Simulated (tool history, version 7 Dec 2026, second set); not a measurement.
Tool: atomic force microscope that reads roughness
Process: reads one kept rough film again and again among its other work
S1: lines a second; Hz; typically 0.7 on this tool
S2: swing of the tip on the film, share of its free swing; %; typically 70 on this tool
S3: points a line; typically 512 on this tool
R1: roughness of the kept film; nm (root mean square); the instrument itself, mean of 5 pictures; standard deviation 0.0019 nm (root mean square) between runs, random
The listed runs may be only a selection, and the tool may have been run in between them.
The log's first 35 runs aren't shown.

run      day     S1  S2   S3     R1
 36   71.588    0.7  63  293  0.493
 37   72.925  2.842  66  350  0.462
 38   74.788  2.803  83  548  0.422
        76.4  -- new tip fitted
 39   77.392  1.934  55  619  0.508
 40   78.775  0.573  60  512  0.506
 41   80.379    0.7  70  458  0.493
 42   81.704  2.458  89  512   0.41
      83.471  -- height scale calibrated on a step standard
 43   83.792  2.723  63  704  0.453
      84.333  -- new tip fitted
 44   85.429  3.721  63  704   0.47
 45   88.175  3.721  63  704  0.457
 46   89.758  3.602  80  612  0.399
      92.221  -- new tip fitted
 47   92.629    0.7  85  512  0.486
 48   95.183    0.7  85  512  0.473
 49    96.65  3.753  69  726  0.439
 50   98.125  3.753  69  726  0.436
     100.212  -- new tip fitted
 51  100.483  3.753  69  437  0.455

Here are 4 independent what-if runs from the current tool condition. What would each one return?
  A  102.517  3.753  66   437   ?
  B  102.517  0.954  89  1018   ?
  C  102.517  1.449  70   818   ?
  D  102.517    3.9  73   512   ?

run     R1
  A  0.452
  B  0.466
  C  0.483
  D  0.433
Take away the tool's hidden state, keep each run's random variation, and the runs would have read:
run     R1
  A  0.458
  B  0.472
  C  0.489
  D  0.438
